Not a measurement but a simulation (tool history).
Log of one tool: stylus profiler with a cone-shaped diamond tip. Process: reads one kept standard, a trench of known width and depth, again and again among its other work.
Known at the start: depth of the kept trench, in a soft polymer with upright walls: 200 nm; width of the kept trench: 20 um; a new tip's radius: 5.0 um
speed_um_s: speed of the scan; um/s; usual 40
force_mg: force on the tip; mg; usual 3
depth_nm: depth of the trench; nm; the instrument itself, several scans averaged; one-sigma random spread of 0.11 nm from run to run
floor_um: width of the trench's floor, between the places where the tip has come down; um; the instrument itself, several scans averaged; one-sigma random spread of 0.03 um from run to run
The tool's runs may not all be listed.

{"run": 1, "hour": 0.0, "speed_um_s": 40, "force_mg": 3, "depth_nm": 203.28, "floor_um": 16.77}
{"run": 2, "hour": 95.6, "speed_um_s": 149, "force_mg": 3, "depth_nm": 203.13, "floor_um": 16.16}
{"run": 3, "hour": 153.3, "speed_um_s": 149, "force_mg": 1.92, "depth_nm": 202.31, "floor_um": 15.89}
{"run": 4, "hour": 204.5, "speed_um_s": 40, "force_mg": 7.62, "depth_nm": 206.11, "floor_um": 16.85}
{"run": 5, "hour": 259.7, "speed_um_s": 40, "force_mg": 1.62, "depth_nm": 201.64, "floor_um": 16.63}
{"run": 6, "hour": 322.8, "speed_um_s": 40, "force_mg": 1.62, "depth_nm": 201.72, "floor_um": 16.56}
{"run": 7, "hour": 385.3, "speed_um_s": 40, "force_mg": 1.62, "depth_nm": 201.52, "floor_um": 16.58}
{"run": 8, "hour": 445.4, "speed_um_s": 40, "force_mg": 1.62, "depth_nm": 201.73, "floor_um": 16.59}
{"run": 9, "hour": 523.5, "speed_um_s": 40, "force_mg": 1.62, "depth_nm": 201.44, "floor_um": 16.56}
{"run": 10, "hour": 564.9, "speed_um_s": 32, "force_mg": 1.83, "depth_nm": 201.78, "floor_um": 16.57}
{"run": 11, "hour": 628.2, "speed_um_s": 72, "force_mg": 3.01, "depth_nm": 202.61, "floor_um": 16.4}

For run 12, what comes out?
{"run": 12, "hour": 724.4, "speed_um_s": 26, "force_mg": 1.5, "depth_nm": "?", "floor_um": "?"}

{"run 12": {"depth_nm": 201.66, "floor_um": 16.56}}
With the hidden condition absent and the run-to-run variation left alone, this run would have shown depth_nm 202.62 nm, floor_um 16.96 um.

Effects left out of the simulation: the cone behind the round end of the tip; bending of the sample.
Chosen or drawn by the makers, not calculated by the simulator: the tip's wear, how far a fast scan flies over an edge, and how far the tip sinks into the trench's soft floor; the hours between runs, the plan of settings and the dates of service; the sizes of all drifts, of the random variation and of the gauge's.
